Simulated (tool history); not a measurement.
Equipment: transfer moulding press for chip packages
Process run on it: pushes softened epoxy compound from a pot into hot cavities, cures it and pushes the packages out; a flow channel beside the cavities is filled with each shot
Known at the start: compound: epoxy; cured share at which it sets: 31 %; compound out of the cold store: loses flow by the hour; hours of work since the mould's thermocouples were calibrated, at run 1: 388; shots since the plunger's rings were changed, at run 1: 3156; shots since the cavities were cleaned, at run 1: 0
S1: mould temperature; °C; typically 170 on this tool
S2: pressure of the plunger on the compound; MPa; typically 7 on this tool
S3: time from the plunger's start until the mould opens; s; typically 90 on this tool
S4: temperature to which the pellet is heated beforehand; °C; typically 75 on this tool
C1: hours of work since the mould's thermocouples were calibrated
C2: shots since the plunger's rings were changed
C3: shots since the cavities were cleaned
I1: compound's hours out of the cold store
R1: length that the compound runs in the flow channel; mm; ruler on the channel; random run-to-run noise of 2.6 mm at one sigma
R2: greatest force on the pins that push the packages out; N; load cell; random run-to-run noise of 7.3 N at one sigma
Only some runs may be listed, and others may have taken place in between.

{"run": 1, "hour": 0.0, "S1": 170, "S2": 7, "S3": 90, "S4": 75, "C1": 388, "C2": 3156, "C3": 0, "I1": 34, "R1": 751, "R2": 277}
{"hour": 17.7, "done": "plunger's sealing rings changed"}
{"run": 2, "hour": 33.2, "S1": 170, "S2": 7, "S3": 90, "S4": 75, "C1": 407, "C2": 199, "C3": 394, "I1": 25.8, "R1": 828, "R2": 368}
{"run": 3, "hour": 46.9, "S1": 170, "S2": 7, "S3": 90, "S4": 75, "C1": 416, "C2": 376, "C3": 571, "I1": 8.1, "R1": 911, "R2": 415}
{"run": 4, "hour": 77.4, "S1": 170, "S2": 7, "S3": 90, "S4": 81, "C1": 436, "C2": 766, "C3": 961, "I1": 12.1, "R1": 890, "R2": 437}
{"hour": 90.1, "done": "cavities cleaned with cleaning compound and waxed"}
{"run": 5, "hour": 104.3, "S1": 170, "S2": 7, "S3": 90, "S4": 81, "C1": 452, "C2": 1093, "C3": 182, "I1": 47.1, "R1": 720, "R2": 314}
{"run": 6, "hour": 135.7, "S1": 170, "S2": 7, "S3": 90, "S4": 81, "C1": 472, "C2": 1496, "C3": 585, "I1": 11.3, "R1": 883, "R2": 409}
{"run": 7, "hour": 152.2, "S1": 170, "S2": 7, "S3": 90, "S4": 81, "C1": 483, "C2": 1709, "C3": 798, "I1": 37.5, "R1": 754, "R2": 410}
{"hour": 175.9, "done": "cavities cleaned with cleaning compound and waxed"}
{"run": 8, "hour": 179.7, "S1": 167, "S2": 7.7, "S3": 78, "S4": 73, "C1": 500, "C2": 2043, "C3": 49, "I1": 20.6, "R1": 880, "R2": 523}
{"run": 9, "hour": 210.6, "S1": 167, "S2": 7.7, "S3": 78, "S4": 73, "C1": 520, "C2": 2440, "C3": 446, "I1": 47.4, "R1": 744, "R2": 577}
{"run": 10, "hour": 237.9, "S1": 167, "S2": 7.7, "S3": 78, "S4": 83, "C1": 537, "C2": 2791, "C3": 797, "I1": 19.3, "R1": 874, "R2": 726}
{"run": 11, "hour": 251.4, "S1": 170, "S2": 7.98, "S3": 81, "S4": 75, "C1": 546, "C2": 2964, "C3": 970, "I1": 21.7, "R1": 867, "R2": 545}
{"hour": 262.7, "done": "cavities cleaned with cleaning compound and waxed"}
{"run": 12, "hour": 275.9, "S1": 170, "S2": 7, "S3": 90, "S4": 75, "C1": 561, "C2": 3260, "C3": 170, "I1": 46.4, "R1": 699, "R2": 324}
{"hour": 284.8, "done": "plunger's sealing rings changed"}
{"run": 13, "hour": 301.4, "S1": 170, "S2": 6.14, "S3": 90, "S4": 75, "C1": 575, "C2": 212, "C3": 464, "I1": 30.3, "R1": 755, "R2": 372}

Alternative continuations, all from the tool just after run 13; predict every row:
{"run": "A", "hour": 327.7, "S1": 170, "S2": 6.76, "S3": 90, "S4": 75, "C1": 592, "C2": 550, "C3": 802, "I1": 22.9, "R1": "?", "R2": "?"}
{"run": "B", "hour": 327.7, "S1": 170, "S2": 6.14, "S3": 95, "S4": 75, "C1": 592, "C2": 550, "C3": 802, "I1": 44, "R1": "?", "R2": "?"}
{"run": "C", "hour": 327.7, "S1": 171, "S2": 6.14, "S3": 95, "S4": 75, "C1": 592, "C2": 550, "C3": 802, "I1": 29.6, "R1": "?", "R2": "?"}
{"run": "D", "hour": 327.7, "S1": 170, "S2": 8.39, "S3": 90, "S4": 73, "C1": 592, "C2": 550, "C3": 802, "I1": 29.8, "R1": "?", "R2": "?"}
{"run": "E", "hour": 327.7, "S1": 170, "S2": 6.61, "S3": 121, "S4": 75, "C1": 592, "C2": 550, "C3": 802, "I1": 43.1, "R1": "?", "R2": "?"}

run=A R1=821 R2=418
run=B R1=692 R2=356
run=C R1=749 R2=368
run=D R1=879 R2=398
run=E R1=723 R2=318
With the hidden condition removed and each run's random variation left untouched, the same runs would have given:
run=A R1=832 R2=305
run=B R1=701 R2=253
run=C R1=759 R2=263
run=D R1=890 R2=289
run=E R1=732 R2=217
